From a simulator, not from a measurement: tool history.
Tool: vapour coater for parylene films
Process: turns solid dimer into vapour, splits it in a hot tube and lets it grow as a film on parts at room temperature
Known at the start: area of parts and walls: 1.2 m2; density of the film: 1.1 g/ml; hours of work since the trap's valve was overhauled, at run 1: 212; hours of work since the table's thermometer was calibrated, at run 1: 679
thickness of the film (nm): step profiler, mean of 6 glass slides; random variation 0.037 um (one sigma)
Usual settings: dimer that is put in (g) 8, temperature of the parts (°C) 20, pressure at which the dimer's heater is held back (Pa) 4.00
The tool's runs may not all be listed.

| run | hour | dimer that is put in (g) | temperature of the parts (°C) | pressure at which the dimer's heater is held back (Pa) | hours of work since the trap's valve was overhauled | hours of work since the table's thermometer was calibrated | thickness of the film (nm) |
|---|---|---|---|---|---|---|---|
| 1 | 0.0 | 8 | 20 | 4.00 | 212 | 679 | 3640 |
| 2 | 29.1 | 8 | 20 | 4.00 | 229 | 696 | 3600 |
| 3 | 86.3 | 8 | 20 | 4.00 | 262 | 729 | 3570 |
| 4 | 145.7 | 8 | 20 | 4.00 | 297 | 764 | 3550 |
| 5 | 183.0 | 8 | 20 | 4.00 | 318 | 785 | 3390 |
| 6 | 243.7 | 8 | 20 | 4.00 | 353 | 820 | 3420 |
| 7 | 287.6 | 8 | 20 | 4.00 | 379 | 846 | 3440 |
| 8 | 312.6 | 8 | 20 | 4.00 | 393 | 860 | 3420 |
| 9 | 370.6 | 8 | 17 | 4.00 | 427 | 894 | 3740 |
|  | 427.0 | trap's valve overhauled |
|  | 428.0 | table's thermometer calibrated |
| 10 | 430.9 | 8 | 17 | 4.00 | 2 | 2 | 4330 |
| 11 | 475.4 | 8 | 17 | 4.00 | 27 | 27 | 4310 |
| 12 | 502.2 | 8 | 17 | 4.00 | 43 | 43 | 4330 |
| 13 | 540.2 | 11 | 20 | 4.00 | 65 | 65 | 5220 |
| 14 | 568.5 | 5 | 20 | 4.00 | 81 | 81 | 2370 |
| 15 | 629.7 | 5 | 20 | 4.00 | 117 | 117 | 2350 |
| 16 | 668.5 | 8 | 20 | 6.74 | 139 | 139 | 3360 |
| 17 | 698.7 | 12 | 24 | 2.46 | 157 | 157 | 5250 |
| 18 | 730.5 | 12 | 24 | 2.46 | 175 | 175 | 5280 |
| 19 | 769.1 | 12 | 24 | 9.52 | 198 | 198 | 3880 |
| 20 | 801.5 | 12 | 24 | 9.52 | 216 | 216 | 3920 |
| 21 | 845.7 | 10 | 20 | 2.34 | 242 | 242 | 5060 |
| 22 | 886.3 | 11 | 18 | 2.91 | 265 | 265 | 5630 |
| 23 | 919.3 | 8 | 20 | 5.36 | 285 | 285 | 3370 |
| 24 | 978.4 | 8 | 19 | 6.39 | 319 | 319 | 3350 |
| 25 | 1028.7 | 8 | 19 | 6.39 | 348 | 348 | 3230 |
| 26 | 1088.9 | 8 | 19 | 6.39 | 383 | 383 | 3240 |
| 27 | 1123.0 | 4 | 26 | 2.86 | 403 | 403 | 1460 |
| 28 | 1176.2 | 14 | 15 | 2.86 | 433 | 433 | 7720 |
| 29 | 1205.4 | 11 | 15 | 2.86 | 450 | 450 | 6030 |
|  | 1221.8 | trap's valve overhauled |
| 30 | 1245.8 | 11 | 16 | 3.48 | 14 | 471 | 6030 |
| 31 | 1273.3 | 11 | 16 | 3.48 | 30 | 487 | 6150 |
| 32 | 1299.5 | 8 | 12 | 4.21 | 45 | 502 | 4940 |

The same runs without the tool's hidden state, with the same run-to-run variation:
The hidden state here: vapour lost through the trap's worn valve, %; true temperature of the parts over the reading, C; drift of the gauge itself on film_um, %.
| run | thickness of the film (nm) |
|---|---|
| 1 | 3960 |
| 2 | 3940 |
| 3 | 3940 |
| 4 | 3950 |
| 5 | 3810 |
| 6 | 3880 |
| 7 | 3930 |
| 8 | 3920 |
| 9 | 4340 |
| 10 | 4360 |
| 11 | 4360 |
| 12 | 4410 |
| 13 | 5350 |
| 14 | 2440 |
| 15 | 2450 |
| 16 | 3510 |
| 17 | 5520 |
| 18 | 5580 |
| 19 | 4130 |
| 20 | 4190 |
| 21 | 5450 |
| 22 | 6110 |
| 23 | 3670 |
| 24 | 3690 |
| 25 | 3600 |
| 26 | 3640 |
| 27 | 1650 |
| 28 | 8810 |
| 29 | 6910 |
| 30 | 6310 |
| 31 | 6460 |
| 32 | 5220 |
